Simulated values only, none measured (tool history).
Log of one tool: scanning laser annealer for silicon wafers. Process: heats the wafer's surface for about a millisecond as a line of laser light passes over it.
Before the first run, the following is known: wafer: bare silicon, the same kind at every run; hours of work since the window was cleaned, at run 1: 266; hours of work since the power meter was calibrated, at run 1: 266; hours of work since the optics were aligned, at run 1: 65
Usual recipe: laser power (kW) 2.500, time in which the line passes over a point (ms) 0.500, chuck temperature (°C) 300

| run | hour | laser power (kW) | time in which the line passes over a point (ms) | chuck temperature (°C) | hours of work since the window was cleaned | hours of work since the power meter was calibrated | hours of work since the optics were aligned | highest temperature of the surface (°C) |
|---|---|---|---|---|---|---|---|---|
| 1 | 0.0 | 2.500 | 0.500 | 300 | 266 | 266 | 65 | 1019 |
| 2 | 35.7 | 2.500 | 0.500 | 300 | 283 | 283 | 82 | 1021 |
| 3 | 109.4 | 2.500 | 0.500 | 300 | 319 | 319 | 118 | 1018 |
| 4 | 143.5 | 2.514 | 0.500 | 300 | 336 | 336 | 135 | 1018 |
| 5 | 182.9 | 2.514 | 0.500 | 300 | 355 | 355 | 154 | 1018 |
| 6 | 251.1 | 2.514 | 0.500 | 300 | 388 | 388 | 187 | 1013 |
| 7 | 310.5 | 2.514 | 0.500 | 300 | 417 | 417 | 216 | 1011 |
| 8 | 357.1 | 2.500 | 0.500 | 281 | 440 | 440 | 239 | 984 |
| 9 | 408.0 | 2.500 | 0.500 | 281 | 465 | 465 | 263 | 986 |
| 10 | 473.2 | 2.488 | 0.500 | 300 | 497 | 497 | 295 | 997 |
| 11 | 533.8 | 2.488 | 0.500 | 300 | 526 | 526 | 325 | 992 |
| 12 | 595.8 | 2.699 | 0.500 | 300 | 556 | 556 | 355 | 1061 |
| 13 | 642.9 | 2.309 | 0.500 | 300 | 579 | 579 | 378 | 932 |
| 14 | 705.9 | 2.504 | 0.500 | 300 | 610 | 610 | 409 | 991 |
|  | 740.5 | window over the wafer cleaned |
| 15 | 759.6 | 2.500 | 0.500 | 300 | 9 | 635 | 434 | 1042 |
| 16 | 815.7 | 2.500 | 0.500 | 300 | 37 | 662 | 461 | 1035 |
| 17 | 890.9 | 2.500 | 0.500 | 300 | 73 | 699 | 498 | 1033 |
| 18 | 971.3 | 2.500 | 0.500 | 300 | 112 | 738 | 537 | 1032 |
| 19 | 1019.1 | 2.500 | 0.500 | 300 | 136 | 761 | 560 | 1028 |
| 20 | 1054.8 | 2.500 | 0.500 | 336 | 153 | 779 | 577 | 1065 |
| 21 | 1106.1 | 2.718 | 0.556 | 339 | 178 | 804 | 602 | 1182 |
| 22 | 1156.4 | 2.355 | 0.539 | 272 | 203 | 828 | 627 | 970 |
| 23 | 1188.7 | 2.719 | 0.386 | 271 | 218 | 844 | 643 | 968 |
| 24 | 1262.8 | 2.500 | 0.427 | 300 | 254 | 880 | 679 | 961 |
| 25 | 1304.8 | 2.423 | 0.530 | 305 | 275 | 901 | 699 | 1014 |
| 26 | 1378.2 | 2.423 | 0.530 | 305 | 311 | 936 | 735 | 1012 |
| 27 | 1452.9 | 2.334 | 0.374 | 305 | 347 | 973 | 771 | 869 |
| 28 | 1493.5 | 2.334 | 0.374 | 305 | 367 | 992 | 791 | 868 |
| 29 | 1555.2 | 2.334 | 0.374 | 305 | 397 | 1022 | 821 | 865 |
| 30 | 1594.3 | 2.500 | 0.497 | 310 | 416 | 1042 | 840 | 1009 |
| 31 | 1627.0 | 2.500 | 0.497 | 310 | 432 | 1057 | 856 | 1011 |
| 32 | 1696.6 | 2.239 | 0.500 | 278 | 466 | 1091 | 890 | 893 |
| 33 | 1743.3 | 2.500 | 0.500 | 275 | 488 | 1114 | 913 | 971 |
| 34 | 1811.3 | 2.306 | 0.432 | 300 | 521 | 1147 | 946 | 884 |
| 35 | 1850.7 | 2.272 | 0.541 | 302 | 541 | 1166 | 965 | 943 |
| 36 | 1920.6 | 2.500 | 0.605 | 300 | 575 | 1200 | 999 | 1059 |
| 37 | 1976.0 | 2.500 | 0.605 | 300 | 602 | 1227 | 1026 | 1055 |
| 38 | 2017.7 | 2.513 | 0.370 | 300 | 622 | 1248 | 1046 | 890 |
|  | 2023.8 | window over the wafer cleaned |
| 39 | 2064.5 | 2.141 | 0.500 | 284 | 20 | 1270 | 1068 | 891 |
| 40 | 2129.1 | 2.500 | 0.490 | 310 | 51 | 1301 | 1100 | 1031 |

Hidden condition of the tool, last listed run before each entry between runs versus first listed run after:
After run 14, before run 15: window over the wafer cleaned (hour 740.5)
  light that passes the window, % of a clean one's: 93.96 -> 99.77; laser's true power over the reading, %: -0.57 -> -0.58; width of the line over the set one, %: 0.66 -> 0.7
  measured less the result without the state, highest temperature of the surface (°C): -61 -> -11
After run 38, before run 39: window over the wafer cleaned (hour 2023.8)
  light that passes the window, % of a clean one's: 94.09 -> 99.54; laser's true power over the reading, %: -0.92 -> -0.93; width of the line over the set one, %: 1.53 -> 1.55
  measured less the result without the state, highest temperature of the surface (°C): -58 -> -16
